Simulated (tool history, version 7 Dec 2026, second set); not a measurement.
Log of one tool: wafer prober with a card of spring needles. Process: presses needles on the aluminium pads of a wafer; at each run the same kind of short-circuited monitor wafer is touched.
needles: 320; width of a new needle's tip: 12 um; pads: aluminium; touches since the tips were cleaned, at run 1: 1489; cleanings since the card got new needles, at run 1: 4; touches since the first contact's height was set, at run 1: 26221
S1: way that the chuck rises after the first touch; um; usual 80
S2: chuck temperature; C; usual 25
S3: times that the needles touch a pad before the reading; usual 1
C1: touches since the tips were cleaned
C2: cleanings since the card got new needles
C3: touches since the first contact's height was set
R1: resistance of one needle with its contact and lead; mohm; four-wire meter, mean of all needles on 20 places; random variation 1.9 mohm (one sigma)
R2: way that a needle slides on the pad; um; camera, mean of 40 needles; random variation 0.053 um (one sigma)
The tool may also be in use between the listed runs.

{"run": 1, "day": 0.0, "S1": 80, "S2": 25, "S3": 1, "C1": 1489, "C2": 4, "C3": 26221, "R1": 215, "R2": 19.96}
{"day": 0.638, "done": "tips cleaned on abrasive film"}
{"run": 2, "day": 1.008, "S1": 80, "S2": 77, "S3": 1, "C1": 2852, "C2": 5, "C3": 33951, "R1": 255, "R2": 19.93}
{"day": 1.458, "done": "tips cleaned on abrasive film"}
{"run": 3, "day": 1.692, "S1": 90, "S2": 77, "S3": 1, "C1": 1805, "C2": 6, "C3": 39173, "R1": 232, "R2": 22.32}
{"day": 2.233, "done": "tips cleaned on abrasive film"}
{"run": 4, "day": 2.479, "S1": 80, "S2": 25, "S3": 1, "C1": 1899, "C2": 7, "C3": 45183, "R1": 219, "R2": 19.85}
{"day": 2.996, "done": "tips cleaned on abrasive film"}
{"run": 5, "day": 3.592, "S1": 80, "S2": 25, "S3": 1, "C1": 4577, "C2": 8, "C3": 53695, "R1": 232, "R2": 19.9}
{"day": 3.779, "done": "tips cleaned on abrasive film"}
{"run": 6, "day": 4.388, "S1": 89, "S2": 25, "S3": 1, "C1": 4672, "C2": 9, "C3": 59788, "R1": 227, "R2": 22.05}
{"day": 4.617, "done": "tips cleaned on abrasive film"}
{"run": 7, "day": 5.025, "S1": 80, "S2": 28, "S3": 1, "C1": 3142, "C2": 10, "C3": 64664, "R1": 226, "R2": 19.84}
{"day": 5.425, "done": "tips cleaned on abrasive film"}
{"run": 8, "day": 5.912, "S1": 89, "S2": 87, "S3": 2, "C1": 3737, "C2": 11, "C3": 71448, "R1": 229, "R2": 21.9}
{"day": 6.221, "done": "tips cleaned on abrasive film"}
{"day": 6.983, "done": "tips cleaned on abrasive film"}
{"run": 9, "day": 6.983, "S1": 89, "S2": 87, "S3": 2, "C1": 0, "C2": 13, "C3": 79631, "R1": 215, "R2": 22.05}

The next listed run, before its measurement:
{"day": 7.454, "done": "tips cleaned on abrasive film, once more"}
{"run": 10, "day": 7.675, "S1": 89, "S2": 87, "S3": 2, "C1": 1704, "C2": 14, "C3": 84911, "R1": "?", "R2": "?"}

Run 10 gave R1 222 mohm, R2 21.89 um.
Without the tool's hidden state the same run would have given R1 213 mohm, R2 22.16 um.
